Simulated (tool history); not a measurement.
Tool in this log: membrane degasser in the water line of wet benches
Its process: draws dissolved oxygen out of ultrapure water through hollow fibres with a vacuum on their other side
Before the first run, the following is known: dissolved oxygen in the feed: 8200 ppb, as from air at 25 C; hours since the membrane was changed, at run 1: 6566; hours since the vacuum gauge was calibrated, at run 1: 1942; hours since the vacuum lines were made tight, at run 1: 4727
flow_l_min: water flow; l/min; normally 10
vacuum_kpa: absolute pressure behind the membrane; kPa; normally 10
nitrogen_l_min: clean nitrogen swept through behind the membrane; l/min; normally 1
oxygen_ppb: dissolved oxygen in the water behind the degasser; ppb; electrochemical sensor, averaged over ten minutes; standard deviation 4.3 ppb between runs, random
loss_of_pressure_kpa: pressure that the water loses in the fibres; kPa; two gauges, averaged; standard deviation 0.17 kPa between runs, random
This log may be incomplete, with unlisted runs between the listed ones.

run	hour	flow_l_min	vacuum_kpa	nitrogen_l_min	hours since the membrane was changed	hours since the vacuum gauge was calibrated	hours since the vacuum lines were made tight	oxygen_ppb	loss_of_pressure_kpa
1	0	10	10	1	6566	1942	4727	475.8	31.05
2	195.8	10	10	1	6762	2137	4923	488.8	30.79
3	415.7	10	10	1	6982	2357	5143	490.9	30.75
4	587.1	16	10	1	7153	2529	5314	1210.7	49.38
5	763	12	10	1	7329	2705	5490	711.7	36.82
6	908.3	12	10	1	7474	2850	5636	711	37.22
# hour 934.6: vacuum gauge calibrated
7	1165.1	10	10	1	7730	231	5892	485.5	31.09
8	1307.4	10	10	1	7873	373	6034	504.1	30.83
# hour 1513.9: seals of the vacuum lines changed
# hour 1566.9: vacuum gauge calibrated, once more
9	1584.5	10	10	1	8147	18	70	468.1	31.43
10	1782.7	10	13.7	1.29	8346	216	268	515.2	31.4
11	2007.2	16	10	1.35	8570	440	493	1157	50.01
12	2123.7	11	6.2	1.31	8687	557	609	494.2	34.37
13	2267.5	13	8.3	0.45	8830	701	753	915	40.46
14	2383.8	15	8.3	0.45	8947	817	869	1166.5	47.2
15	2591.8	15	8.3	0.45	9155	1025	1077	1170.3	46.81
16	2821.8	13	8.3	0.45	9385	1255	1307	939	40.72

What differs in the tool's unlogged condition from the final listed run ahead of each entry between runs to the first listed run following it?
From run 6 to run 7: vacuum gauge calibrated (hour 934.6)
  membrane still open, %: 95.3 -> 95.1; true pressure behind the membrane over the reading, kPa: 0.3 -> 0.49; air that leaks in behind the membrane, l/min: 0.0299 -> 0.0313
  measured minus no-state result, oxygen_ppb: +81.1 -> +68.3 ppb; loss_of_pressure_kpa: +1.76 -> +1.52 kPa
From run 8 to run 9: seals of the vacuum lines changed (hour 1513.9); vacuum gauge calibrated, once more (hour 1566.9)
  membrane still open, %: 95 -> 94.8; true pressure behind the membrane over the reading, kPa: 0.51 -> -0.02; air that leaks in behind the membrane, l/min: 0.032 -> 0.0024
  measured minus no-state result, oxygen_ppb: +72.2 -> +49.9 ppb; loss_of_pressure_kpa: +1.54 -> +1.6 kPa
